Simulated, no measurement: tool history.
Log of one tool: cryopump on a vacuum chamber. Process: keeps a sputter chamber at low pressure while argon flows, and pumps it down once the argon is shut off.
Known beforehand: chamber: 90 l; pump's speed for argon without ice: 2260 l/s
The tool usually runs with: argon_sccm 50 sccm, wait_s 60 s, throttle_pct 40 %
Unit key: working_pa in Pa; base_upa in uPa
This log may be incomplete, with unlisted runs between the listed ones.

{"run": 1, "hour": 0.0, "argon_sccm": 50, "wait_s": 60, "throttle_pct": 40, "working_pa": 0.0969, "base_upa": 0.97}
{"run": 2, "hour": 56.1, "argon_sccm": 50, "wait_s": 52, "throttle_pct": 40, "working_pa": 0.0968, "base_upa": 1.01}
{"run": 3, "hour": 89.3, "argon_sccm": 50, "wait_s": 63, "throttle_pct": 40, "working_pa": 0.0968, "base_upa": 0.94}
{"run": 4, "hour": 149.7, "argon_sccm": 50, "wait_s": 63, "throttle_pct": 40, "working_pa": 0.0979, "base_upa": 1.03}
{"run": 5, "hour": 200.2, "argon_sccm": 50, "wait_s": 60, "throttle_pct": 16, "working_pa": 0.2389, "base_upa": 1.02}
{"run": 6, "hour": 256.2, "argon_sccm": 50, "wait_s": 60, "throttle_pct": 16, "working_pa": 0.2384, "base_upa": 1.05}
{"run": 7, "hour": 290.4, "argon_sccm": 33, "wait_s": 60, "throttle_pct": 40, "working_pa": 0.0656, "base_upa": 1.01}
{"run": 8, "hour": 331.8, "argon_sccm": 33, "wait_s": 60, "throttle_pct": 40, "working_pa": 0.0645, "base_upa": 1}
{"run": 9, "hour": 378.1, "argon_sccm": 33, "wait_s": 60, "throttle_pct": 40, "working_pa": 0.0657, "base_upa": 0.99}
{"run": 10, "hour": 427.5, "argon_sccm": 33, "wait_s": 60, "throttle_pct": 40, "working_pa": 0.0653, "base_upa": 1.05}
{"run": 11, "hour": 478.2, "argon_sccm": 33, "wait_s": 60, "throttle_pct": 40, "working_pa": 0.0649, "base_upa": 1.04}
{"run": 12, "hour": 523.5, "argon_sccm": 50, "wait_s": 60, "throttle_pct": 40, "working_pa": 0.1001, "base_upa": 1.14}
{"run": 13, "hour": 574.6, "argon_sccm": 50, "wait_s": 60, "throttle_pct": 40, "working_pa": 0.0995, "base_upa": 1.08}
{"run": 14, "hour": 603.9, "argon_sccm": 50, "wait_s": 60, "throttle_pct": 40, "working_pa": 0.1005, "base_upa": 1.06}
{"run": 15, "hour": 630.2, "argon_sccm": 50, "wait_s": 34, "throttle_pct": 40, "working_pa": 0.0991, "base_upa": 1.4}
{"run": 16, "hour": 674.5, "argon_sccm": 50, "wait_s": 60, "throttle_pct": 40, "working_pa": 0.1015, "base_upa": 1.12}
{"run": 17, "hour": 704.6, "argon_sccm": 50, "wait_s": 278, "throttle_pct": 40, "working_pa": 0.1005, "base_upa": 0.79}
{"hour": 750.0, "done": "pump warmed up, emptied and cooled again"}
{"run": 18, "hour": 763.8, "argon_sccm": 56, "wait_s": 270, "throttle_pct": 31, "working_pa": 0.1368, "base_upa": 0.69}
{"run": 19, "hour": 794.2, "argon_sccm": 50, "wait_s": 201, "throttle_pct": 40, "working_pa": 0.0946, "base_upa": 0.76}
{"run": 20, "hour": 838.7, "argon_sccm": 59, "wait_s": 60, "throttle_pct": 32, "working_pa": 0.1388, "base_upa": 1.07}
{"hour": 867.3, "done": "leaking fittings of the chamber tightened, without venting"}
{"run": 21, "hour": 892.8, "argon_sccm": 59, "wait_s": 60, "throttle_pct": 32, "working_pa": 0.1395, "base_upa": 0.55}
{"run": 22, "hour": 937.5, "argon_sccm": 59, "wait_s": 60, "throttle_pct": 32, "working_pa": 0.1413, "base_upa": 0.56}
{"run": 23, "hour": 985.6, "argon_sccm": 24, "wait_s": 119, "throttle_pct": 37, "working_pa": 0.0494, "base_upa": 0.38}
{"run": 24, "hour": 1044.4, "argon_sccm": 24, "wait_s": 69, "throttle_pct": 37, "working_pa": 0.0493, "base_upa": 0.5}
{"run": 25, "hour": 1077.6, "argon_sccm": 58, "wait_s": 60, "throttle_pct": 40, "working_pa": 0.1095, "base_upa": 0.56}
{"run": 26, "hour": 1105.4, "argon_sccm": 58, "wait_s": 60, "throttle_pct": 40, "working_pa": 0.1116, "base_upa": 0.62}
{"run": 27, "hour": 1160.9, "argon_sccm": 50, "wait_s": 60, "throttle_pct": 20, "working_pa": 0.1898, "base_upa": 0.59}
{"run": 28, "hour": 1208.7, "argon_sccm": 50, "wait_s": 60, "throttle_pct": 20, "working_pa": 0.1881, "base_upa": 0.58}
{"run": 29, "hour": 1246.5, "argon_sccm": 50, "wait_s": 67, "throttle_pct": 17, "working_pa": 0.2236, "base_upa": 0.57}
{"run": 30, "hour": 1282.5, "argon_sccm": 33, "wait_s": 67, "throttle_pct": 55, "working_pa": 0.0464, "base_upa": 0.55}
{"run": 31, "hour": 1339.8, "argon_sccm": 87, "wait_s": 67, "throttle_pct": 40, "working_pa": 0.1685, "base_upa": 0.57}
{"run": 32, "hour": 1400.4, "argon_sccm": 87, "wait_s": 67, "throttle_pct": 40, "working_pa": 0.1688, "base_upa": 0.56}
{"run": 33, "hour": 1443.2, "argon_sccm": 27, "wait_s": 258, "throttle_pct": 22, "working_pa": 0.0945, "base_upa": 0.31}
{"run": 34, "hour": 1494.1, "argon_sccm": 36, "wait_s": 92, "throttle_pct": 40, "working_pa": 0.0694, "base_upa": 0.48}

Predict each of these 4 candidate next runs independently; none follows another, all start after run 34:
{"run": "A", "hour": 1545.7, "argon_sccm": 81, "wait_s": 92, "throttle_pct": 40, "working_pa": "?", "base_upa": "?"}
{"run": "B", "hour": 1545.7, "argon_sccm": 50, "wait_s": 24, "throttle_pct": 15, "working_pa": "?", "base_upa": "?"}
{"run": "C", "hour": 1545.7, "argon_sccm": 50, "wait_s": 60, "throttle_pct": 19, "working_pa": "?", "base_upa": "?"}
{"run": "D", "hour": 1545.7, "argon_sccm": 82, "wait_s": 154, "throttle_pct": 32, "working_pa": "?", "base_upa": "?"}

run=A working_pa=0.1571 base_upa=0.45
run=B working_pa=0.2531 base_upa=1.29
run=C working_pa=0.2 base_upa=0.66
run=D working_pa=0.1996 base_upa=0.39
What these runs would have given with no unlogged condition in the tool:
run=A working_pa=0.1505 base_upa=0.36
run=B working_pa=0.249 base_upa=1.2
run=C working_pa=0.1959 base_upa=0.56
run=D working_pa=0.1929 base_upa=0.29
